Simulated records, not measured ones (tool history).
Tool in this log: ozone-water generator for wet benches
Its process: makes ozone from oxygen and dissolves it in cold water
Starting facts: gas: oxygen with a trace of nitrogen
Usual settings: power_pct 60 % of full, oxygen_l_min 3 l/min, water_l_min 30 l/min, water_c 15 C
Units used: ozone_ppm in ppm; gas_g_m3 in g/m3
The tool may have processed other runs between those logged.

| run | day | power_pct | oxygen_l_min | water_l_min | water_c | ozone_ppm | gas_g_m3 |
|---|---|---|---|---|---|---|---|
| 1 | 0 | 60 | 3 | 30 | 15 | 9.4 | 174.8 |
| 2 | 3.008 | 60 | 3 | 30 | 15 | 9.3 | 173 |
| 3 | 6.946 | 60 | 3 | 30 | 15 | 9.6 | 174.9 |
| 4 | 10.054 | 60 | 3 | 19 | 15 | 15.4 | 175.2 |
| 5 | 14.658 | 60 | 3 | 30 | 15 | 9.4 | 172.8 |
| 6 | 18.496 | 60 | 3 | 30 | 15 | 9.4 | 175.7 |
| 7 | 22.583 | 60 | 4.27 | 20 | 15 | 16.6 | 157 |
| 8 | 26.725 | 63 | 4.44 | 20 | 15 | 17.2 | 160.2 |

What does the tool deliver on the next run?
| 9 | 30.604 | 60 | 1.71 | 30 | 15 | ? | ? |

Run 9 came out at ozone_ppm 7.1 ppm, gas_g_m3 206.8 g/m3.
Take away the tool's hidden state, keep the run-to-run variation as it was, and the same run would have given ozone_ppm 7.2 ppm, gas_g_m3 205.4 g/m3.
